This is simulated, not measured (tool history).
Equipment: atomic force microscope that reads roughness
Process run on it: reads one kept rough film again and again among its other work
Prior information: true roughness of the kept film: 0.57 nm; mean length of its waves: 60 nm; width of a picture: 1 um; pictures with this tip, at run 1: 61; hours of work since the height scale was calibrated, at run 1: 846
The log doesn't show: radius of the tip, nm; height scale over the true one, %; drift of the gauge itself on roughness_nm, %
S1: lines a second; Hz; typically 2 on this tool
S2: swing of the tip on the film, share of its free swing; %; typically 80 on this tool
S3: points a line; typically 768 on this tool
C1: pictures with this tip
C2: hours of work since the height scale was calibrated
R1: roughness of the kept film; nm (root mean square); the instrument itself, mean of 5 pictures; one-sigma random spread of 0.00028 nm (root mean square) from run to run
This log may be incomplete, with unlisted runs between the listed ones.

{"run": 1, "day": 0.0, "S1": 2, "S2": 80, "S3": 768, "C1": 61, "C2": 846, "R1": 0.4816}
{"day": 0.846, "done": "new tip fitted"}
{"run": 2, "day": 1.588, "S1": 2, "S2": 80, "S3": 768, "C1": 33, "C2": 872, "R1": 0.4823}
{"run": 3, "day": 2.375, "S1": 2, "S2": 89, "S3": 768, "C1": 68, "C2": 885, "R1": 0.4464}
{"day": 2.975, "done": "new tip fitted"}
{"run": 4, "day": 3.554, "S1": 2, "S2": 80, "S3": 373, "C1": 26, "C2": 905, "R1": 0.4813}
{"run": 5, "day": 4.358, "S1": 2, "S2": 80, "S3": 373, "C1": 61, "C2": 918, "R1": 0.4808}
{"day": 5.162, "done": "new tip fitted"}
{"run": 6, "day": 5.846, "S1": 2, "S2": 80, "S3": 373, "C1": 31, "C2": 942, "R1": 0.4809}
{"run": 7, "day": 6.533, "S1": 2, "S2": 80, "S3": 768, "C1": 61, "C2": 954, "R1": 0.4808}
{"day": 7.308, "done": "new tip fitted"}
{"run": 8, "day": 7.762, "S1": 2, "S2": 80, "S3": 768, "C1": 20, "C2": 974, "R1": 0.482}
{"run": 9, "day": 8.704, "S1": 2, "S2": 80, "S3": 768, "C1": 62, "C2": 990, "R1": 0.4812}
{"day": 9.475, "done": "new tip fitted"}
{"run": 10, "day": 9.875, "S1": 2, "S2": 80, "S3": 768, "C1": 18, "C2": 1009, "R1": 0.4821}
{"run": 11, "day": 10.762, "S1": 2, "S2": 80, "S3": 768, "C1": 57, "C2": 1023, "R1": 0.4812}
{"day": 11.588, "done": "new tip fitted"}
{"run": 12, "day": 12.183, "S1": 2, "S2": 80, "S3": 768, "C1": 27, "C2": 1047, "R1": 0.4819}
{"run": 13, "day": 13.271, "S1": 2, "S2": 84, "S3": 768, "C1": 75, "C2": 1065, "R1": 0.4666}
{"day": 13.738, "done": "new tip fitted"}
{"run": 14, "day": 14.212, "S1": 2, "S2": 84, "S3": 768, "C1": 21, "C2": 1080, "R1": 0.4672}
{"run": 15, "day": 15.021, "S1": 2, "S2": 84, "S3": 768, "C1": 57, "C2": 1094, "R1": 0.4661}
{"run": 16, "day": 15.754, "S1": 2, "S2": 84, "S3": 768, "C1": 90, "C2": 1106, "R1": 0.4659}
{"day": 15.9, "done": "new tip fitted"}
{"run": 17, "day": 17.262, "S1": 2, "S2": 80, "S3": 768, "C1": 61, "C2": 1131, "R1": 0.4815}
{"day": 18.05, "done": "new tip fitted"}
{"run": 18, "day": 18.604, "S1": 2, "S2": 80, "S3": 768, "C1": 25, "C2": 1153, "R1": 0.4814}
{"run": 19, "day": 19.754, "S1": 2, "S2": 80, "S3": 768, "C1": 76, "C2": 1172, "R1": 0.4803}
{"day": 20.246, "done": "new tip fitted"}
{"run": 20, "day": 20.462, "S1": 2, "S2": 80, "S3": 768, "C1": 9, "C2": 1183, "R1": 0.4822}
{"run": 21, "day": 21.729, "S1": 2, "S2": 80, "S3": 257, "C1": 65, "C2": 1204, "R1": 0.4795}
{"day": 22.4, "done": "new tip fitted"}
{"run": 22, "day": 23.017, "S1": 2, "S2": 80, "S3": 257, "C1": 27, "C2": 1225, "R1": 0.4799}
{"run": 23, "day": 23.917, "S1": 2, "S2": 80, "S3": 768, "C1": 67, "C2": 1240, "R1": 0.4811}
{"day": 24.525, "done": "new tip fitted"}
{"run": 24, "day": 24.604, "S1": 2, "S2": 80, "S3": 768, "C1": 4, "C2": 1251, "R1": 0.4818}
{"run": 25, "day": 25.821, "S1": 2, "S2": 86, "S3": 768, "C1": 58, "C2": 1272, "R1": 0.4579}
{"run": 26, "day": 26.475, "S1": 2, "S2": 86, "S3": 546, "C1": 87, "C2": 1283, "R1": 0.4578}
{"day": 26.667, "done": "new tip fitted"}
{"run": 27, "day": 27.879, "S1": 0.62, "S2": 80, "S3": 507, "C1": 54, "C2": 1306, "R1": 0.5356}
{"day": 28.762, "done": "new tip fitted"}
{"run": 28, "day": 28.929, "S1": 0.62, "S2": 80, "S3": 507, "C1": 7, "C2": 1323, "R1": 0.5359}
{"run": 29, "day": 30.225, "S1": 0.62, "S2": 80, "S3": 507, "C1": 65, "C2": 1344, "R1": 0.5351}
{"day": 31.0, "done": "new tip fitted"}
{"run": 30, "day": 31.262, "S1": 0.62, "S2": 80, "S3": 507, "C1": 12, "C2": 1361, "R1": 0.5362}
{"run": 31, "day": 32.396, "S1": 0.62, "S2": 80, "S3": 507, "C1": 62, "C2": 1380, "R1": 0.5355}
{"day": 33.117, "done": "new tip fitted"}
{"run": 32, "day": 33.529, "S1": 0.62, "S2": 80, "S3": 507, "C1": 19, "C2": 1399, "R1": 0.5353}
{"run": 33, "day": 35.129, "S1": 3.91, "S2": 59, "S3": 507, "C1": 90, "C2": 1425, "R1": 0.5114}
{"day": 35.3, "done": "new tip fitted"}
{"run": 34, "day": 36.167, "S1": 2, "S2": 65, "S3": 495, "C1": 39, "C2": 1442, "R1": 0.5246}
{"run": 35, "day": 36.971, "S1": 2, "S2": 61, "S3": 416, "C1": 75, "C2": 1456, "R1": 0.5321}
{"day": 37.417, "done": "new tip fitted"}
{"run": 36, "day": 37.7, "S1": 2, "S2": 66, "S3": 876, "C1": 12, "C2": 1467, "R1": 0.523}
{"run": 37, "day": 39.238, "S1": 2, "S2": 66, "S3": 876, "C1": 81, "C2": 1493, "R1": 0.522}
{"day": 39.612, "done": "new tip fitted"}
{"run": 38, "day": 40.412, "S1": 2, "S2": 66, "S3": 876, "C1": 35, "C2": 1512, "R1": 0.5229}
{"day": 41.754, "done": "new tip fitted"}
{"run": 39, "day": 41.988, "S1": 2, "S2": 66, "S3": 876, "C1": 10, "C2": 1538, "R1": 0.5229}
{"run": 40, "day": 42.804, "S1": 2, "S2": 66, "S3": 876, "C1": 46, "C2": 1552, "R1": 0.5224}
{"day": 43.958, "done": "new tip fitted"}
{"run": 41, "day": 44.383, "S1": 2, "S2": 66, "S3": 876, "C1": 19, "C2": 1578, "R1": 0.5229}
{"run": 42, "day": 45.892, "S1": 2, "S2": 66, "S3": 876, "C1": 86, "C2": 1603, "R1": 0.521}
{"day": 46.125, "done": "new tip fitted"}
{"run": 43, "day": 47.496, "S1": 0.56, "S2": 80, "S3": 357, "C1": 61, "C2": 1629, "R1": 0.5365}
{"day": 48.329, "done": "new tip fitted"}
{"run": 44, "day": 48.825, "S1": 0.65, "S2": 67, "S3": 519, "C1": 22, "C2": 1651, "R1": 0.549}
{"run": 45, "day": 50.129, "S1": 3.44, "S2": 67, "S3": 519, "C1": 81, "C2": 1673, "R1": 0.4908}
{"day": 50.442, "done": "new tip fitted"}
{"run": 46, "day": 51.046, "S1": 0.61, "S2": 80, "S3": 308, "C1": 27, "C2": 1688, "R1": 0.535}
{"day": 52.633, "done": "new tip fitted"}
{"run": 47, "day": 52.658, "S1": 0.58, "S2": 59, "S3": 308, "C1": 1, "C2": 1714, "R1": 0.5552}
{"run": 48, "day": 53.575, "S1": 0.58, "S2": 59, "S3": 308, "C1": 42, "C2": 1729, "R1": 0.5544}
{"run": 49, "day": 54.621, "S1": 0.69, "S2": 80, "S3": 352, "C1": 88, "C2": 1747, "R1": 0.5305}
{"day": 54.783, "done": "new tip fitted"}
{"run": 50, "day": 55.679, "S1": 0.71, "S2": 62, "S3": 718, "C1": 40, "C2": 1764, "R1": 0.5517}
{"day": 56.938, "done": "new tip fitted"}
{"run": 51, "day": 56.958, "S1": 2, "S2": 62, "S3": 652, "C1": 0, "C2": 1785, "R1": 0.5313}
{"run": 52, "day": 57.833, "S1": 2, "S2": 62, "S3": 768, "C1": 39, "C2": 1799, "R1": 0.5305}

Across each entry between runs, compare the hidden state at the last listed run before it with the hidden state at the first listed run after it:
Between runs 1 and 2: new tip fitted (day 0.846)
  radius of the tip, nm: 9 -> 7.2; height scale over the true one, %: -0.22 -> -0.23
  the result without the hidden state subtracted from the measured one, R1: -0.0022 -> -0.0018 nm (root mean square)
Between runs 3 and 4: new tip fitted (day 2.975)
  radius of the tip, nm: 9 -> 6.5
  the result without the hidden state subtracted from the measured one, R1: -0.0021 -> -0.0016 nm (root mean square)
Between runs 5 and 6: new tip fitted (day 5.162)
  radius of the tip, nm: 8.3 -> 7.2
  the result without the hidden state subtracted from the measured one, R1: -0.0021 -> -0.0019 nm (root mean square)
Between runs 7 and 8: new tip fitted (day 7.308)
  radius of the tip, nm: 9 -> 6.4
  the result without the hidden state subtracted from the measured one, R1: -0.0025 -> -0.0017 nm (root mean square)
Between runs 9 and 10: new tip fitted (day 9.475)
  radius of the tip, nm: 8.9 -> 6.3
  the result without the hidden state subtracted from the measured one, R1: -0.0024 -> -0.0017 nm (root mean square)
Between runs 11 and 12: new tip fitted (day 11.588)
  radius of the tip, nm: 8.4 -> 7; height scale over the true one, %: -0.28 -> -0.29
  the result without the hidden state subtracted from the measured one, R1: -0.0024 -> -0.002 nm (root mean square)
Between runs 13 and 14: new tip fitted (day 13.738)
  radius of the tip, nm: 9.4 -> 6.2; height scale over the true one, %: -0.29 -> -0.3
  the result without the hidden state subtracted from the measured one, R1: -0.0027 -> -0.0017 nm (root mean square)
Between runs 16 and 17: new tip fitted (day 15.9)
  radius of the tip, nm: 9.9 -> 8.4; height scale over the true one, %: -0.3 -> -0.31
  the result without the hidden state subtracted from the measured one, R1: -0.0029 -> -0.0025 nm (root mean square)
Between runs 17 and 18: new tip fitted (day 18.05)
  radius of the tip, nm: 8.4 -> 7.2; height scale over the true one, %: -0.31 -> -0.32
  the result without the hidden state subtracted from the measured one, R1: -0.0025 -> -0.0022 nm (root mean square)
Between runs 19 and 20: new tip fitted (day 20.246)
  radius of the tip, nm: 10 -> 5.6
  the result without the hidden state subtracted from the measured one, R1: -0.0031 -> -0.0018 nm (root mean square)
Between runs 21 and 22: new tip fitted (day 22.4)
  radius of the tip, nm: 8.8 -> 6.6
  the result without the hidden state subtracted from the measured one, R1: -0.0028 -> -0.0022 nm (root mean square)
Between runs 23 and 24: new tip fitted (day 24.525)
  radius of the tip, nm: 8.8 -> 5.8
  the result without the hidden state subtracted from the measured one, R1: -0.0028 -> -0.0019 nm (root mean square)
Between runs 26 and 27: new tip fitted (day 26.667)
  radius of the tip, nm: 10.5 -> 7.9; height scale over the true one, %: -0.36 -> -0.37
  the result without the hidden state subtracted from the measured one, R1: -0.0032 -> -0.0029 nm (root mean square)
Between runs 27 and 28: new tip fitted (day 28.762)
  radius of the tip, nm: 7.9 -> 5.5
  the result without the hidden state subtracted from the measured one, R1: -0.0029 -> -0.0022 nm (root mean square)
Between runs 29 and 30: new tip fitted (day 31)
  radius of the tip, nm: 8.9 -> 5.8; height scale over the true one, %: -0.38 -> -0.39
  the result without the hidden state subtracted from the measured one, R1: -0.0033 -> -0.0023 nm (root mean square)
Between runs 31 and 32: new tip fitted (day 33.117)
  radius of the tip, nm: 8.8 -> 6.4; height scale over the true one, %: -0.39 -> -0.4
  the result without the hidden state subtracted from the measured one, R1: -0.0033 -> -0.0026 nm (root mean square)
Between runs 33 and 34: new tip fitted (day 35.3)
  radius of the tip, nm: 10.8 -> 7.6
  the result without the hidden state subtracted from the measured one, R1: -0.004 -> -0.003 nm (root mean square)
Between runs 35 and 36: new tip fitted (day 37.417)
  radius of the tip, nm: 10 -> 5.7; height scale over the true one, %: -0.41 -> -0.42
  the result without the hidden state subtracted from the measured one, R1: -0.0038 -> -0.0025 nm (root mean square)
Between runs 37 and 38: new tip fitted (day 39.612)
  radius of the tip, nm: 9.5 -> 6.9
  the result without the hidden state subtracted from the measured one, R1: -0.0037 -> -0.0029 nm (root mean square)
Between runs 38 and 39: new tip fitted (day 41.754)
  radius of the tip, nm: 6.9 -> 6.1; height scale over the true one, %: -0.43 -> -0.44
  the result without the hidden state subtracted from the measured one, R1: -0.0029 -> -0.0027 nm (root mean square)
Between runs 40 and 41: new tip fitted (day 43.958)
  radius of the tip, nm: 8.2 -> 6.5; height scale over the true one, %: -0.44 -> -0.45
  the result without the hidden state subtracted from the measured one, R1: -0.0033 -> -0.0029 nm (root mean square)
Between runs 42 and 43: new tip fitted (day 46.125)
  radius of the tip, nm: 10.5 -> 8.6; height scale over the true one, %: -0.46 -> -0.47
  the result without the hidden state subtracted from the measured one, R1: -0.0042 -> -0.0038 nm (root mean square)
Between runs 43 and 44: new tip fitted (day 48.329)
  radius of the tip, nm: 8.6 -> 6.2
  the result without the hidden state subtracted from the measured one, R1: -0.0038 -> -0.003 nm (root mean square)
Between runs 45 and 46: new tip fitted (day 50.442)
  radius of the tip, nm: 9.8 -> 6.5; height scale over the true one, %: -0.48 -> -0.49
  the result without the hidden state subtracted from the measured one, R1: -0.0039 -> -0.0032 nm (root mean square)
Between runs 46 and 47: new tip fitted (day 52.633)
  radius of the tip, nm: 6.5 -> 5.2; height scale over the true one, %: -0.49 -> -0.5
  the result without the hidden state subtracted from the measured one, R1: -0.0032 -> -0.0028 nm (root mean square)
Between runs 49 and 50: new tip fitted (day 54.783)
  radius of the tip, nm: 10.2 -> 8.1
  the result without the hidden state subtracted from the measured one, R1: -0.0044 -> -0.0039 nm (root mean square)
Between runs 50 and 51: new tip fitted (day 56.938)
  radius of the tip, nm: 8.1 -> 5.2; height scale over the true one, %: -0.51 -> -0.52
  the result without the hidden state subtracted from the measured one, R1: -0.0039 -> -0.0028 nm (root mean square)

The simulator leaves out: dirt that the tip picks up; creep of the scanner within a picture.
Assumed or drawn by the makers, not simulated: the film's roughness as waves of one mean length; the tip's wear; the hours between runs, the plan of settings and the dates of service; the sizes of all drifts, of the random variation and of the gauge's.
